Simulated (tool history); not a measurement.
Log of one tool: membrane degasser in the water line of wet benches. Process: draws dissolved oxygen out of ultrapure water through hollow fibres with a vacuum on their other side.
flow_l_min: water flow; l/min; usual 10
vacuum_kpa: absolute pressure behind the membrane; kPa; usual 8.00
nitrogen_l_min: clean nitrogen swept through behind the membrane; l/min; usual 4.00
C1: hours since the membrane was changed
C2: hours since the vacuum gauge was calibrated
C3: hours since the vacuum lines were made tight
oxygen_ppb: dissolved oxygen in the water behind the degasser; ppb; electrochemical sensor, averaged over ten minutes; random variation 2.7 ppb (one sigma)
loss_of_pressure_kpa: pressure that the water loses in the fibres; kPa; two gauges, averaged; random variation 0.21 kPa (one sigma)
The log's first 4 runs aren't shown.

Run 5, hour 304.5: usual settings but flow_l_min 8 l/min; C1 3572; C2 3572; C3 2714. Result: oxygen_ppb 194.5 ppb, loss_of_pressure_kpa 39.49 kPa.
Run 6, hour 356.7: usual settings but flow_l_min 16 l/min; C1 3624; C2 3624; C3 2766. Result: oxygen_ppb 464.6 ppb, loss_of_pressure_kpa 79.00 kPa.
Run 7, hour 455.4: usual settings but flow_l_min 13 l/min; C1 3723; C2 3723; C3 2865. Result: oxygen_ppb 366.8 ppb, loss_of_pressure_kpa 64.49 kPa.
Run 8, hour 561.9: usual settings but vacuum_kpa 10.22 kPa; C1 3829; C2 3829; C3 2971. Result: oxygen_ppb 276.8 ppb, loss_of_pressure_kpa 49.72 kPa.
Run 9, hour 631.0: usual settings but vacuum_kpa 10.22 kPa; C1 3899; C2 3899; C3 3041. Result: oxygen_ppb 280.6 ppb, loss_of_pressure_kpa 49.52 kPa.
Run 10, hour 712.6: usual settings but vacuum_kpa 10.22 kPa; C1 3980; C2 3980; C3 3122. Result: oxygen_ppb 273.4 ppb, loss_of_pressure_kpa 49.43 kPa.
Run 11, hour 801.1: usual settings but vacuum_kpa 10.22 kPa; C1 4069; C2 4069; C3 3211. Result: oxygen_ppb 275.7 ppb, loss_of_pressure_kpa 49.52 kPa.
Run 12, hour 911.6: usual settings but flow_l_min 7 l/min, vacuum_kpa 10.22 kPa; C1 4179; C2 4179; C3 3321. Result: oxygen_ppb 172.1 ppb, loss_of_pressure_kpa 34.71 kPa.
Run 13, hour 974.8: usual settings but flow_l_min 7 l/min, vacuum_kpa 10.22 kPa; C1 4242; C2 4242; C3 3384. Result: oxygen_ppb 170.0 ppb, loss_of_pressure_kpa 34.45 kPa.
Run 14, hour 1065.0: usual settings; C1 4333; C2 4333; C3 3475. Result: oxygen_ppb 267.0 ppb, loss_of_pressure_kpa 49.34 kPa.
Run 15, hour 1177.9: usual settings; C1 4445; C2 4445; C3 3587. Result: oxygen_ppb 259.1 ppb, loss_of_pressure_kpa 49.33 kPa.
Run 16, hour 1253.2: usual settings but flow_l_min 12 l/min; C1 4521; C2 4521; C3 3663. Result: oxygen_ppb 335.6 ppb, loss_of_pressure_kpa 59.00 kPa.
Run 17, hour 1365.3: usual settings but flow_l_min 12 l/min; C1 4633; C2 4633; C3 3775. Result: oxygen_ppb 332.7 ppb, loss_of_pressure_kpa 58.40 kPa.
Run 18, hour 1421.0: usual settings but flow_l_min 14 l/min, vacuum_kpa 9.46 kPa; C1 4689; C2 4689; C3 3831. Result: oxygen_ppb 401.9 ppb, loss_of_pressure_kpa 68.97 kPa.
Run 19, hour 1510.5: usual settings but flow_l_min 13 l/min, vacuum_kpa 9.46 kPa, nitrogen_l_min 11.96 l/min; C1 4778; C2 4778; C3 3920. Result: oxygen_ppb 343.2 ppb, loss_of_pressure_kpa 64.00 kPa.
Run 20, hour 1601.5: usual settings but flow_l_min 13 l/min, vacuum_kpa 5.07 kPa, nitrogen_l_min 1.81 l/min; C1 4869; C2 4869; C3 4011. Result: oxygen_ppb 356.3 ppb, loss_of_pressure_kpa 63.32 kPa.
Run 21, hour 1708.0: usual settings but flow_l_min 13 l/min, vacuum_kpa 5.07 kPa, nitrogen_l_min 1.81 l/min; C1 4976; C2 4976; C3 4118. Result: oxygen_ppb 364.2 ppb, loss_of_pressure_kpa 63.31 kPa.
Run 22, hour 1775.7: usual settings but flow_l_min 11 l/min, vacuum_kpa 5.07 kPa, nitrogen_l_min 4.93 l/min; C1 5043; C2 5043; C3 4185. Result: oxygen_ppb 279.5 ppb, loss_of_pressure_kpa 53.80 kPa.
Run 23, hour 1829.0: usual settings but vacuum_kpa 5.48 kPa; C1 5097; C2 5097; C3 4239. Result: oxygen_ppb 248.9 ppb, loss_of_pressure_kpa 48.87 kPa.
Run 24, hour 1920.7: usual settings but vacuum_kpa 9.41 kPa, nitrogen_l_min 4.14 l/min; C1 5188; C2 5188; C3 4330. Result: oxygen_ppb 270.0 ppb, loss_of_pressure_kpa 48.72 kPa.
At hour 1949.3: vacuum gauge calibrated.
Run 25, hour 1993.7: usual settings but vacuum_kpa 9.41 kPa, nitrogen_l_min 4.14 l/min; C1 5261; C2 44; C3 4403. Result: oxygen_ppb 271.1 ppb, loss_of_pressure_kpa 48.79 kPa.
Run 26, hour 2075.5: usual settings but vacuum_kpa 15.42 kPa, nitrogen_l_min 2.00 l/min; C1 5343; C2 126; C3 4485. Result: oxygen_ppb 381.6 ppb, loss_of_pressure_kpa 48.74 kPa.
Run 27, hour 2180.5: usual settings but flow_l_min 6 l/min, vacuum_kpa 7.88 kPa; C1 5448; C2 231; C3 4590. Result: oxygen_ppb 124.4 ppb, loss_of_pressure_kpa 29.41 kPa.
Run 28, hour 2240.0: usual settings but vacuum_kpa 6.63 kPa, nitrogen_l_min 4.37 l/min; C1 5507; C2 291; C3 4649. Result: oxygen_ppb 256.8 ppb, loss_of_pressure_kpa 48.71 kPa.
Run 29, hour 2337.8: usual settings but flow_l_min 12 l/min, vacuum_kpa 10.70 kPa, nitrogen_l_min 8.35 l/min; C1 5605; C2 389; C3 4747. Result: oxygen_ppb 325.9 ppb, loss_of_pressure_kpa 58.78 kPa.

Forecast run 30:
Run 30, hour 2408.0: usual settings but flow_l_min 15 l/min, vacuum_kpa 10.70 kPa, nitrogen_l_min 3.86 l/min; C1 5675; C2 459; C3 4817. Result: oxygen_ppb ?, loss_of_pressure_kpa ?.

{"run 30": {"oxygen_ppb": 456.7, "loss_of_pressure_kpa": 72.88}}
Without the tool's hidden state the same run would have given oxygen_ppb 456.3 ppb, loss_of_pressure_kpa 74.68 kPa.

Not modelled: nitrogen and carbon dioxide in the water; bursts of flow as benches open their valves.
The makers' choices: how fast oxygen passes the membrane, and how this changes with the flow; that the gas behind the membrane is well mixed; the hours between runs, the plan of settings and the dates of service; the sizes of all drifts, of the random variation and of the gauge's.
